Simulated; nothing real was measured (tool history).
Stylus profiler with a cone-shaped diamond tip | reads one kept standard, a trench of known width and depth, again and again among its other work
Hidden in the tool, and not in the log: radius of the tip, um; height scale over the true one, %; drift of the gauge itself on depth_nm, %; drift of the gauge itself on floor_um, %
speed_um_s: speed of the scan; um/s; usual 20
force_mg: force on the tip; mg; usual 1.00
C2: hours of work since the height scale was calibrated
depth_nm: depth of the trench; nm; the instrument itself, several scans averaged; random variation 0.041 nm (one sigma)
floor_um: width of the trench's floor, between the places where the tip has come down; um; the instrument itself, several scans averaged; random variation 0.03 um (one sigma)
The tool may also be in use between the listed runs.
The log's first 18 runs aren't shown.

{"run": 19, "hour": 239.4, "speed_um_s": 20, "force_mg": 1.0, "scans with this tip": 3272, "C2": 239, "depth_nm": 200.75, "floor_um": 46.87}
{"run": 20, "hour": 255.1, "speed_um_s": 25, "force_mg": 0.89, "scans with this tip": 3414, "C2": 250, "depth_nm": 200.6, "floor_um": 46.81}
{"run": 21, "hour": 266.1, "speed_um_s": 5, "force_mg": 0.52, "scans with this tip": 3514, "C2": 257, "depth_nm": 200.38, "floor_um": 46.88}
{"run": 22, "hour": 283.7, "speed_um_s": 5, "force_mg": 0.52, "scans with this tip": 3674, "C2": 269, "depth_nm": 200.31, "floor_um": 46.93}
{"run": 23, "hour": 297.7, "speed_um_s": 52, "force_mg": 1.29, "scans with this tip": 3801, "C2": 278, "depth_nm": 200.82, "floor_um": 46.65}
{"run": 24, "hour": 314.2, "speed_um_s": 52, "force_mg": 1.29, "scans with this tip": 3951, "C2": 289, "depth_nm": 200.77, "floor_um": 46.6}
{"run": 25, "hour": 333.5, "speed_um_s": 20, "force_mg": 0.45, "scans with this tip": 4125, "C2": 302, "depth_nm": 200.28, "floor_um": 46.76}
{"hour": 335.0, "done": "height scale calibrated on a step standard"}
{"run": 26, "hour": 343.5, "speed_um_s": 14, "force_mg": 0.36, "scans with this tip": 4212, "C2": 6, "depth_nm": 200.15, "floor_um": 46.77}
{"run": 27, "hour": 363.3, "speed_um_s": 59, "force_mg": 0.37, "scans with this tip": 4391, "C2": 19, "depth_nm": 200.09, "floor_um": 46.32}
{"run": 28, "hour": 374.5, "speed_um_s": 5, "force_mg": 0.81, "scans with this tip": 4493, "C2": 26, "depth_nm": 200.39, "floor_um": 46.82}
{"hour": 376.7, "done": "height scale calibrated on a step standard, once more"}
{"run": 29, "hour": 391.9, "speed_um_s": 12, "force_mg": 0.4, "scans with this tip": 4647, "C2": 10, "depth_nm": 200.43, "floor_um": 46.77}
{"run": 30, "hour": 410.3, "speed_um_s": 47, "force_mg": 1.5, "scans with this tip": 4813, "C2": 22, "depth_nm": 201.19, "floor_um": 46.65}
{"run": 31, "hour": 424.0, "speed_um_s": 20, "force_mg": 1.08, "scans with this tip": 4937, "C2": 31, "depth_nm": 200.97, "floor_um": 46.75}
{"run": 32, "hour": 434.5, "speed_um_s": 13, "force_mg": 1.66, "scans with this tip": 5032, "C2": 38, "depth_nm": 201.33, "floor_um": 46.8}
{"run": 33, "hour": 443.8, "speed_um_s": 61, "force_mg": 0.89, "scans with this tip": 5117, "C2": 45, "depth_nm": 200.83, "floor_um": 46.43}
{"run": 34, "hour": 452.6, "speed_um_s": 41, "force_mg": 1.4, "scans with this tip": 5197, "C2": 50, "depth_nm": 201.1, "floor_um": 46.63}
{"run": 35, "hour": 468.4, "speed_um_s": 25, "force_mg": 2.67, "scans with this tip": 5340, "C2": 61, "depth_nm": 201.73, "floor_um": 46.72}
{"run": 36, "hour": 477.3, "speed_um_s": 13, "force_mg": 2.67, "scans with this tip": 5421, "C2": 67, "depth_nm": 201.74, "floor_um": 46.75}
{"run": 37, "hour": 488.6, "speed_um_s": 15, "force_mg": 0.68, "scans with this tip": 5523, "C2": 74, "depth_nm": 200.68, "floor_um": 46.7}
{"run": 38, "hour": 499.7, "speed_um_s": 15, "force_mg": 0.68, "scans with this tip": 5624, "C2": 82, "depth_nm": 200.71, "floor_um": 46.7}

3 ways to go on from here, each from the tool as it stands after run 38. What would each give?
{"run": "A", "hour": 513.6, "speed_um_s": 64, "force_mg": 0.67, "scans with this tip": 5750, "C2": 91, "depth_nm": "?", "floor_um": "?"}
{"run": "B", "hour": 513.6, "speed_um_s": 27, "force_mg": 2.26, "scans with this tip": 5750, "C2": 91, "depth_nm": "?", "floor_um": "?"}
{"run": "C", "hour": 513.6, "speed_um_s": 17, "force_mg": 0.89, "scans with this tip": 5750, "C2": 91, "depth_nm": "?", "floor_um": "?"}

run=A depth_nm=200.64 floor_um=46.31
run=B depth_nm=201.57 floor_um=46.75
run=C depth_nm=200.83 floor_um=46.67
Without the tool's hidden state the same runs would have given:
run=A depth_nm=200.63 floor_um=46.71
run=B depth_nm=201.57 floor_um=47.15
run=C depth_nm=200.82 floor_um=47.07
